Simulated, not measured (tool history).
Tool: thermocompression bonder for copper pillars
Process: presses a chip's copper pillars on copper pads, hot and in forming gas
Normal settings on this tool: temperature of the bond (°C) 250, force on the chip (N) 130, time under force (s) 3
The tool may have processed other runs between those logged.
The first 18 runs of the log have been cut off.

run     day  temperature of the bond (°C)  force on the chip (N)  time under force (s)  force that shears a chip off (N)
 19   9.996                           250                     99                     4                              45.6
 20  10.688                           250                    130                     3                              49.2
 21  11.121                           275                    148                     4                              79.7
 22  11.808                           272                    193                     2                              73.6
 23  12.183                           255                     99                     3                              42.9
 24  12.704                           231                    130                     3                              33.5
 25  13.083                           231                    149                     2                              32.3
 26  13.579                           235                    116                     2                              28.6
 27  13.958                           250                    158                     3                              56.6
 28  14.658                           268                    154                     2                              62.1
 29  15.358                           268                     87                     3                              48.5
     15.667  -- forming gas filter changed
 30  15.808                           280                    139                     3                              76.1
 31  16.596                           280                    139                     3                              74.9
 32  17.292                           261                    155                     3                              64.7
 33  17.967                           262                    143                     3                              63.6
 34  18.650                           228                    113                     3                              29.2
 35  19.404                           250                    187                     5                              72.3
 36  20.217                           250                    187                     5                              72.9
 37  20.633                           250                    102                     3                              41.8
 38  21.162                           221                     85                     3                              19.1
     21.396  -- force cell calibrated
 39  21.858                           221                     85                     3                              20.3
 40  22.238                           221                    156                     3                              32.2

Here are 4 independent what-if runs from the current tool condition. What would each one return?
  A  22.792                           250                    116                     3                                 ?
  B  22.792                           260                    130                     5                                 ?
  C  22.792                           273                    157                     2                                 ?
  D  22.792                           278                    164                     3                                 ?

run  force that shears a chip off (N)
  A                              44.3
  B                              66.9
  C                              68.1
  D                              81.0
Without the tool's unlogged condition, the same runs would have read:
run  force that shears a chip off (N)
  A                              44.5
  B                              67.2
  C                              68.4
  D                              81.2
